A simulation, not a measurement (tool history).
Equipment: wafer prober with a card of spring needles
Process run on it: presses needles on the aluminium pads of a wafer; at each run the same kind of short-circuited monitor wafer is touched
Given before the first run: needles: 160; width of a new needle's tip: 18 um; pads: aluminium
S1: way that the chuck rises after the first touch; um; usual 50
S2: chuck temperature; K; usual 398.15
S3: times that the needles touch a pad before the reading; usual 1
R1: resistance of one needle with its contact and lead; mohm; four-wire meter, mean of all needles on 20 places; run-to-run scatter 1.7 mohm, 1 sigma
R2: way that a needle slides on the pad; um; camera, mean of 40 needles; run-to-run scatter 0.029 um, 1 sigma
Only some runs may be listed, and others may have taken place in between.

run 1 hour=0.0 | S1=50 S2=398.15 S3=1 | R1=570 R2=9.33
-- hour=4.5 tips cleaned on abrasive film
-- hour=10.5 tips cleaned on abrasive film
-- hour=17.9 tips cleaned on abrasive film
-- hour=25.4 tips cleaned on abrasive film
-- hour=32.8 tips cleaned on abrasive film
-- hour=40.3 tips cleaned on abrasive film
run 2 hour=42.6 | S1=50 S2=398.15 S3=1 | R1=641 R2=9.34
-- hour=47.1 tips cleaned on abrasive film
-- hour=54.6 tips cleaned on abrasive film
-- hour=62.0 tips cleaned on abrasive film
-- hour=69.5 tips cleaned on abrasive film
-- hour=76.9 tips cleaned on abrasive film
-- hour=84.4 tips cleaned on abrasive film
run 3 hour=89.2 | S1=50 S2=398.15 S3=1 | R1=906 R2=9.29
-- hour=90.7 tips cleaned on abrasive film
-- hour=96.7 tips cleaned on abrasive film
-- hour=104.1 tips cleaned on abrasive film
-- hour=111.6 tips cleaned on abrasive film
-- hour=114.8 height of the first contact set anew
-- hour=119.3 tips cleaned on abrasive film
-- hour=126.8 tips cleaned on abrasive film
run 4 hour=128.7 | S1=50 S2=369.15 S3=1 | R1=636 R2=9.57
-- hour=133.2 tips cleaned on abrasive film
-- hour=140.6 tips cleaned on abrasive film
-- hour=148.1 tips cleaned on abrasive film
-- hour=154.0 tips cleaned on abrasive film
-- hour=161.5 tips cleaned on abrasive film
-- hour=168.9 tips cleaned on abrasive film
-- hour=176.4 tips cleaned on abrasive film
run 5 hour=179.2 | S1=50 S2=363.15 S3=1 | R1=725 R2=9.50
-- hour=183.7 tips cleaned on abrasive film
-- hour=191.1 tips cleaned on abrasive film
-- hour=198.6 tips cleaned on abrasive film
-- hour=204.6 tips cleaned on abrasive film
-- hour=212.0 tips cleaned on abrasive film
-- hour=219.4 tips cleaned on abrasive film
-- hour=225.4 tips cleaned on abrasive film
-- hour=232.9 tips cleaned on abrasive film
-- hour=240.3 tips cleaned on abrasive film
-- hour=247.8 tips cleaned on abrasive film
-- hour=255.2 tips cleaned on abrasive film
-- hour=261.2 tips cleaned on abrasive film
-- hour=268.6 tips cleaned on abrasive film
run 6 hour=271.6 | S1=50 S2=363.15 S3=1 | R1=762 R2=9.40
-- hour=274.7 tips cleaned on abrasive film
-- hour=282.1 tips cleaned on abrasive film
-- hour=289.5 tips cleaned on abrasive film
-- hour=297.0 tips cleaned on abrasive film
-- hour=304.4 tips cleaned on abrasive film
-- hour=310.4 tips cleaned on abrasive film
-- hour=317.9 tips cleaned on abrasive film
run 7 hour=318.1 | S1=50 S2=340.15 S3=1 | R1=325 R2=9.35
-- hour=324.0 tips cleaned on abrasive film
-- hour=331.5 tips cleaned on abrasive film
-- hour=338.9 tips cleaned on abrasive film
-- hour=346.4 tips cleaned on abrasive film
-- hour=353.8 tips cleaned on abrasive film
-- hour=361.3 tips cleaned on abrasive film
-- hour=368.7 tips cleaned on abrasive film
-- hour=376.2 tips cleaned on abrasive film
-- hour=383.6 tips cleaned on abrasive film
run 8 hour=387.9 | S1=50 S2=340.15 S3=1 | R1=965 R2=9.35
-- hour=390.9 tips cleaned on abrasive film
-- hour=398.3 tips cleaned on abrasive film
-- hour=405.8 tips cleaned on abrasive film
-- hour=413.2 tips cleaned on abrasive film
-- hour=420.7 tips cleaned on abrasive film
-- hour=428.1 tips cleaned on abrasive film
-- hour=428.4 height of the first contact set anew
run 9 hour=431.7 | S1=50 S2=322.15 S3=1 | R1=822 R2=9.58
-- hour=434.8 tips cleaned on abrasive film
-- hour=442.2 tips cleaned on abrasive film
-- hour=449.6 tips cleaned on abrasive film
-- hour=455.6 tips cleaned on abrasive film
-- hour=463.1 tips cleaned on abrasive film
-- hour=470.5 tips cleaned on abrasive film
-- hour=476.5 tips cleaned on abrasive film
-- hour=483.9 tips cleaned on abrasive film
run 10 hour=487.8 | S1=50 S2=301.15 S3=1 | R1=902 R2=9.52
-- hour=490.9 tips cleaned on abrasive film
-- hour=496.8 tips cleaned on abrasive film
-- hour=504.3 tips cleaned on abrasive film
-- hour=511.7 tips cleaned on abrasive film
-- hour=519.2 tips cleaned on abrasive film
-- hour=526.6 tips cleaned on abrasive film
-- hour=534.1 tips cleaned on abrasive film
-- hour=541.5 tips cleaned on abrasive film
-- hour=549.0 tips cleaned on abrasive film
-- hour=556.4 tips cleaned on abrasive film
-- hour=563.9 tips cleaned on abrasive film
run 11 hour=565.9 | S1=50 S2=301.15 S3=1 | R1=721 R2=9.42
-- hour=570.4 tips cleaned on abrasive film
-- hour=577.9 tips cleaned on abrasive film
-- hour=585.3 tips cleaned on abrasive film
-- hour=592.8 tips cleaned on abrasive film
-- hour=600.2 tips cleaned on abrasive film
-- hour=607.7 tips cleaned on abrasive film
-- hour=615.1 tips cleaned on abrasive film
-- hour=622.6 tips cleaned on abrasive film
-- hour=630.0 tips cleaned on abrasive film
-- hour=637.5 tips cleaned on abrasive film
-- hour=644.9 tips cleaned on abrasive film
run 12 hour=648.7 | S1=50 S2=310.15 S3=1 | R1=968 R2=9.36

Run 13, settings as shown, results not yet in. Your forecast:
-- hour=651.8 tips cleaned on abrasive film
-- hour=659.2 tips cleaned on abrasive film
-- hour=666.6 tips cleaned on abrasive film
-- hour=674.1 tips cleaned on abrasive film
-- hour=680.1 tips cleaned on abrasive film
-- hour=687.5 tips cleaned on abrasive film
-- hour=695.0 tips cleaned on abrasive film
-- hour=702.4 tips cleaned on abrasive film
-- hour=709.9 tips cleaned on abrasive film
-- hour=717.3 tips cleaned on abrasive film
-- hour=724.5 tips cleaned on abrasive film
run 13 hour=724.5 | S1=50 S2=310.15 S3=1 | R1=? R2=?

Run 13 gave R1 258 mohm, R2 9.24 um.
The same run, on a tool lacking any hidden state, would have yielded R1 147 mohm, R2 9.57 um.
